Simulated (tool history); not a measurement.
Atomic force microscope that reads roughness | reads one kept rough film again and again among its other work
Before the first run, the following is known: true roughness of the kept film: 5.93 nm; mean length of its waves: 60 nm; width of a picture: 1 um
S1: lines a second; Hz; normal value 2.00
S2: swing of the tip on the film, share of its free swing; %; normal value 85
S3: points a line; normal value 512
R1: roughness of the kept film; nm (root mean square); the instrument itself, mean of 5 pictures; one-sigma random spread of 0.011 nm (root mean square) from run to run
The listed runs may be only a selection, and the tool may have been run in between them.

run 1 hour=0.0 | S1=2.00 S2=85 S3=512 | R1=4.630
run 2 hour=15.4 | S1=2.00 S2=85 S3=512 | R1=4.599
-- hour=22.4 new tip fitted
run 3 hour=33.9 | S1=2.00 S2=85 S3=512 | R1=4.694
run 4 hour=41.7 | S1=2.00 S2=85 S3=512 | R1=4.697
run 5 hour=49.4 | S1=2.00 S2=84 S3=512 | R1=4.716
run 6 hour=60.4 | S1=2.00 S2=84 S3=512 | R1=4.710
run 7 hour=76.7 | S1=2.00 S2=89 S3=512 | R1=4.477
run 8 hour=94.4 | S1=2.00 S2=85 S3=512 | R1=4.597
-- hour=112.3 new tip fitted
run 9 hour=112.9 | S1=2.00 S2=63 S3=512 | R1=5.397
run 10 hour=124.5 | S1=2.00 S2=63 S3=512 | R1=5.361
run 11 hour=136.6 | S1=2.50 S2=85 S3=512 | R1=4.469
run 12 hour=152.1 | S1=2.50 S2=85 S3=512 | R1=4.457
run 13 hour=163.3 | S1=2.00 S2=85 S3=693 | R1=4.660
run 14 hour=179.2 | S1=2.04 S2=68 S3=693 | R1=5.142
run 15 hour=195.1 | S1=2.04 S2=68 S3=768 | R1=5.103
-- hour=202.9 new tip fitted
run 16 hour=206.9 | S1=2.04 S2=68 S3=774 | R1=5.259
run 17 hour=220.3 | S1=0.71 S2=86 S3=435 | R1=5.270
run 18 hour=230.2 | S1=2.00 S2=85 S3=388 | R1=4.665
run 19 hour=241.6 | S1=2.00 S2=85 S3=388 | R1=4.618
run 20 hour=254.2 | S1=2.00 S2=87 S3=419 | R1=4.532
run 21 hour=267.7 | S1=2.00 S2=87 S3=419 | R1=4.517

Alternative continuations, all from the tool just after run 21; predict every row:
run A hour=280.0 | S1=1.54 S2=69 S3=512 | R1=?
run B hour=280.0 | S1=2.00 S2=85 S3=366 | R1=?
run C hour=280.0 | S1=1.87 S2=68 S3=690 | R1=?
run D hour=280.0 | S1=2.00 S2=87 S3=512 | R1=?
run E hour=280.0 | S1=2.00 S2=74 S3=419 | R1=?

run=A R1=5.182
run=B R1=4.559
run=C R1=5.126
run=D R1=4.509
run=E R1=4.946
The same runs, with their run-to-run variation unchanged, on a tool lacking any hidden condition would have given:
run=A R1=5.359
run=B R1=4.714
run=C R1=5.301
run=D R1=4.662
run=E R1=5.114
